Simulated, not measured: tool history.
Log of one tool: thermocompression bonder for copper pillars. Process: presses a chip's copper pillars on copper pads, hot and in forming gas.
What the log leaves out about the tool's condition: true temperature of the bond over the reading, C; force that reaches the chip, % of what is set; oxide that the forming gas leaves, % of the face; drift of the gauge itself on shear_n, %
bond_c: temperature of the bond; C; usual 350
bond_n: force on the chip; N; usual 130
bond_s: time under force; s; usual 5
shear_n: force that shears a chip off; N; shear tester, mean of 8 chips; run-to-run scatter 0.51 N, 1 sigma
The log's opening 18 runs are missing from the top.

| run | hour | bond_c | bond_n | bond_s | hours of work since the heater was calibrated | hours of work since the force cell was calibrated | hours of work since the gas filter was changed | shear_n |
|---|---|---|---|---|---|---|---|---|
| 19 | 192.0 | 350 | 90 | 5 | 551 | 266 | 126 | 27.8 |
| 20 | 205.3 | 350 | 90 | 5 | 557 | 271 | 131 | 27.1 |
| 21 | 215.6 | 350 | 90 | 5 | 561 | 275 | 135 | 27.0 |
| 22 | 225.6 | 365 | 165 | 12 | 565 | 280 | 139 | 76.4 |
| 23 | 232.0 | 358 | 170 | 3 | 567 | 282 | 142 | 47.6 |
| 24 | 246.9 | 358 | 170 | 3 | 573 | 288 | 148 | 47.2 |
| 25 | 253.6 | 349 | 83 | 8 | 576 | 291 | 151 | 29.5 |
| 26 | 265.5 | 375 | 83 | 7 | 581 | 296 | 155 | 37.3 |
|  | 267.3 | forming gas filter changed |
| 27 | 273.0 | 335 | 130 | 4 | 584 | 298 | 2 | 30.9 |
| 28 | 283.5 | 335 | 130 | 4 | 588 | 303 | 7 | 30.4 |
| 29 | 297.9 | 335 | 130 | 4 | 594 | 308 | 12 | 31.0 |
| 30 | 306.9 | 322 | 102 | 8 | 597 | 312 | 16 | 26.7 |
| 31 | 314.4 | 349 | 162 | 4 | 600 | 315 | 19 | 46.2 |
| 32 | 322.7 | 362 | 130 | 5 | 604 | 318 | 22 | 46.1 |
| 33 | 337.0 | 362 | 130 | 5 | 610 | 324 | 28 | 45.6 |
| 34 | 350.7 | 350 | 147 | 8 | 615 | 330 | 34 | 55.4 |
| 35 | 357.1 | 350 | 170 | 8 | 618 | 332 | 36 | 60.7 |
| 36 | 369.0 | 350 | 170 | 8 | 622 | 337 | 41 | 61.2 |
| 37 | 382.6 | 360 | 130 | 3 | 628 | 343 | 46 | 36.0 |
| 38 | 392.7 | 360 | 130 | 3 | 632 | 347 | 50 | 37.2 |
| 39 | 404.7 | 360 | 130 | 3 | 637 | 351 | 55 | 37.0 |
| 40 | 416.3 | 359 | 187 | 8 | 641 | 356 | 60 | 70.3 |

Alternative continuations, all from the tool just after run 40; predict every row:
| A | 429.7 | 359 | 187 | 7 | 647 | 362 | 65 | ? |
| B | 429.7 | 359 | 86 | 8 | 647 | 362 | 65 | ? |
| C | 429.7 | 323 | 103 | 5 | 647 | 362 | 65 | ? |

| run | shear_n |
|---|---|
| A | 68.8 |
| B | 34.8 |
| C | 22.7 |
With no hidden state in the tool, these same runs would have given:
| run | shear_n |
|---|---|
| A | 69.1 |
| B | 35.0 |
| C | 22.9 |
